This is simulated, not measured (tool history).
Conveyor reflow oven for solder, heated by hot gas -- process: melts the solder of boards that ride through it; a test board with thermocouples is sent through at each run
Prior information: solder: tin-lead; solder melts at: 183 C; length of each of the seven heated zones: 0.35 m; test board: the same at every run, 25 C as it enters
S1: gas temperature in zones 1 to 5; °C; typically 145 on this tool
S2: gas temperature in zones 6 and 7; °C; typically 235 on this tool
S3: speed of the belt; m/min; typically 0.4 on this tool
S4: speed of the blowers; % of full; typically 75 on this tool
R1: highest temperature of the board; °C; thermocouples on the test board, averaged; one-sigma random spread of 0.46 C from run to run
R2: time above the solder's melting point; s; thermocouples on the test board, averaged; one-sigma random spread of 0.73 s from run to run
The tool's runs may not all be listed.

Run 1, hour 0: usual settings. Result: R1 222.3 °C, R2 87.1 s.
Run 2, hour 19.5: usual settings. Result: R1 222.3 °C, R2 87.5 s.
Run 3, hour 46.2: usual settings. Result: R1 222.4 °C, R2 88.4 s.
Run 4, hour 68.2: usual settings. Result: R1 222.1 °C, R2 87.4 s.
Run 5, hour 92.6: usual settings but S1 132 °C. Result: R1 220.9 °C, R2 80.1 s.
Run 6, hour 108.8: usual settings but S4 65 % of full. Result: R1 219.6 °C, R2 84 s.
Run 7, hour 124.2: usual settings but S4 65 % of full. Result: R1 219.8 °C, R2 83.3 s.
Run 8, hour 144.9: usual settings but S2 232 °C. Result: R1 220.2 °C, R2 87.3 s.
Run 9, hour 160.5: usual settings but S2 232 °C. Result: R1 219.6 °C, R2 85 s.
Run 10, hour 182.1: usual settings but S2 232 °C, S3 0.437 m/min. Result: R1 216.4 °C, R2 76.1 s.
Run 11, hour 195.4: usual settings. Result: R1 221.8 °C, R2 87.8 s.
Run 12, hour 216.9: usual settings but S1 140 °C, S2 245 °C, S3 0.401 m/min, S4 59 % of full. Result: R1 224 °C, R2 86.8 s.
Run 13, hour 243.2: usual settings but S1 141 °C, S2 234 °C, S3 0.462 m/min, S4 66 % of full. Result: R1 213.6 °C, R2 65 s.
Run 14, hour 264.6: usual settings but S1 141 °C, S2 234 °C, S3 0.462 m/min, S4 66 % of full. Result: R1 213.2 °C, R2 64.2 s.
Run 15, hour 281.9: usual settings but S2 246 °C, S3 0.455 m/min. Result: R1 227.3 °C, R2 81.1 s.
Run 16, hour 308.4: usual settings but S2 246 °C, S3 0.455 m/min. Result: R1 228.4 °C, R2 79.9 s.
Run 17, hour 325.9: usual settings but S2 232 °C, S4 74 % of full. Result: R1 219.4 °C, R2 85.9 s.
Run 18, hour 348.9: usual settings but S1 148 °C, S2 234 °C, S3 0.362 m/min, S4 62 % of full. Result: R1 220.8 °C, R2 98.3 s.
Run 19, hour 366.5: usual settings but S1 131 °C, S2 224 °C, S3 0.362 m/min, S4 61 % of full. Result: R1 209.3 °C, R2 74.1 s.

What does the tool deliver on the next run?
Run 20, hour 381.4: usual settings but S1 149 °C, S2 239 °C, S3 0.357 m/min, S4 85 % of full. Result: R1 ?, R2 ?.

Run 20 gave R1 232.1 °C, R2 109.6 s.
On a tool with no hidden condition, and with the same random variation, this run would have come out at R1 232 °C, R2 109.4 s.

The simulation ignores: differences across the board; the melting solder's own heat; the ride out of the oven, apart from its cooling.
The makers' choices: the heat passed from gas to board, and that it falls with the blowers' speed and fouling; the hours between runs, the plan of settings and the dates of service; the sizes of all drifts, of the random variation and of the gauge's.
